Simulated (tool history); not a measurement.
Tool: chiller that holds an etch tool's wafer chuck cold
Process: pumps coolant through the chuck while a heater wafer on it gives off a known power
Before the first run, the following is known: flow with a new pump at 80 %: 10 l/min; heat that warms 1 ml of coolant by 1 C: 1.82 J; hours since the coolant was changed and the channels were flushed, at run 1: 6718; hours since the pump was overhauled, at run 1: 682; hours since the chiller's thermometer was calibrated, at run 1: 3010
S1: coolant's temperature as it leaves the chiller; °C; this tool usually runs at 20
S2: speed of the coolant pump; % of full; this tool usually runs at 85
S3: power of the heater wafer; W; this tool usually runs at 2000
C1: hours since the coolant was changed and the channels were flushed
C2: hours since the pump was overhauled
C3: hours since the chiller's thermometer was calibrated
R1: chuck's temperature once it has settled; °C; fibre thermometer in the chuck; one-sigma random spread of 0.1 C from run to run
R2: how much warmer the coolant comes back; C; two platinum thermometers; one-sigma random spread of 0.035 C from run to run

{"run": 1, "hour": 0.0, "S1": 20, "S2": 85, "S3": 2000, "C1": 6718, "C2": 682, "C3": 3010, "R1": 47.1, "R2": 6.18}
{"run": 2, "hour": 53.5, "S1": 20, "S2": 85, "S3": 2000, "C1": 6772, "C2": 736, "C3": 3063, "R1": 47.3, "R2": 6.2}
{"run": 3, "hour": 115.9, "S1": 20, "S2": 85, "S3": 2000, "C1": 6834, "C2": 798, "C3": 3126, "R1": 47.2, "R2": 6.27}
{"run": 4, "hour": 168.4, "S1": 20, "S2": 71, "S3": 2000, "C1": 6887, "C2": 851, "C3": 3178, "R1": 51.3, "R2": 7.38}
{"run": 5, "hour": 231.4, "S1": 20, "S2": 71, "S3": 2000, "C1": 6950, "C2": 914, "C3": 3241, "R1": 51.5, "R2": 7.44}
{"run": 6, "hour": 286.8, "S1": 20, "S2": 71, "S3": 2000, "C1": 7005, "C2": 969, "C3": 3296, "R1": 51.3, "R2": 7.43}
{"run": 7, "hour": 315.5, "S1": 20, "S2": 85, "S3": 2000, "C1": 7034, "C2": 998, "C3": 3325, "R1": 47.5, "R2": 6.25}
{"run": 8, "hour": 349.3, "S1": 20, "S2": 85, "S3": 2000, "C1": 7068, "C2": 1032, "C3": 3359, "R1": 47.5, "R2": 6.16}
{"run": 9, "hour": 388.5, "S1": 20, "S2": 85, "S3": 2000, "C1": 7107, "C2": 1071, "C3": 3398, "R1": 47.5, "R2": 6.18}
{"run": 10, "hour": 436.9, "S1": 20, "S2": 85, "S3": 2000, "C1": 7155, "C2": 1119, "C3": 3446, "R1": 47.4, "R2": 6.29}
{"run": 11, "hour": 473.9, "S1": 23, "S2": 99, "S3": 1637, "C1": 7192, "C2": 1156, "C3": 3483, "R1": 43.2, "R2": 4.39}
{"run": 12, "hour": 523.1, "S1": 13, "S2": 85, "S3": 1637, "C1": 7242, "C2": 1205, "C3": 3533, "R1": 35.6, "R2": 5.11}
{"run": 13, "hour": 583.7, "S1": 15, "S2": 71, "S3": 2000, "C1": 7302, "C2": 1266, "C3": 3593, "R1": 46.4, "R2": 7.41}
{"run": 14, "hour": 641.7, "S1": 21, "S2": 61, "S3": 2000, "C1": 7360, "C2": 1324, "C3": 3651, "R1": 56.4, "R2": 8.67}
{"run": 15, "hour": 681.6, "S1": 13, "S2": 85, "S3": 1409, "C1": 7400, "C2": 1364, "C3": 3691, "R1": 32.4, "R2": 4.5}
{"run": 16, "hour": 736.7, "S1": 18, "S2": 85, "S3": 2406, "C1": 7455, "C2": 1419, "C3": 3746, "R1": 51.5, "R2": 7.49}
{"run": 17, "hour": 792.1, "S1": 22, "S2": 88, "S3": 1173, "C1": 7511, "C2": 1474, "C3": 3802, "R1": 37.8, "R2": 3.58}

Forecast each of these 5 alternatives for the next run:
{"hour": 805.4, "done": "chiller's thermometer calibrated"}
{"run": "A", "hour": 827.2, "S1": 22, "S2": 62, "S3": 1443, "C1": 7545, "C2": 1508, "C3": 22, "R1": "?", "R2": "?"}
{"hour": 805.4, "done": "chiller's thermometer calibrated"}
{"run": "B", "hour": 827.2, "S1": 11, "S2": 71, "S3": 2000, "C1": 7545, "C2": 1508, "C3": 22, "R1": "?", "R2": "?"}
{"hour": 805.4, "done": "chiller's thermometer calibrated"}
{"run": "C", "hour": 827.2, "S1": 20, "S2": 70, "S3": 2000, "C1": 7545, "C2": 1508, "C3": 22, "R1": "?", "R2": "?"}
{"hour": 805.4, "done": "chiller's thermometer calibrated"}
{"run": "D", "hour": 827.2, "S1": 22, "S2": 82, "S3": 1406, "C1": 7545, "C2": 1508, "C3": 22, "R1": "?", "R2": "?"}
{"hour": 805.4, "done": "chiller's thermometer calibrated"}
{"run": "E", "hour": 827.2, "S1": 20, "S2": 65, "S3": 2645, "C1": 7545, "C2": 1508, "C3": 22, "R1": "?", "R2": "?"}

run=A R1=47.7 R2=6.18
run=B R1=43.2 R2=7.51
run=C R1=52.5 R2=7.61
run=D R1=42.1 R2=4.60
run=E R1=65.2 R2=10.73
The same runs, with their run-to-run variation unchanged, on a tool lacking any hidden condition would have given:
run=A R1=44.3 R2=6.11
run=B R1=38.9 R2=7.43
run=C R1=48.1 R2=7.52
run=D R1=39.4 R2=4.55
run=E R1=59.1 R2=10.61

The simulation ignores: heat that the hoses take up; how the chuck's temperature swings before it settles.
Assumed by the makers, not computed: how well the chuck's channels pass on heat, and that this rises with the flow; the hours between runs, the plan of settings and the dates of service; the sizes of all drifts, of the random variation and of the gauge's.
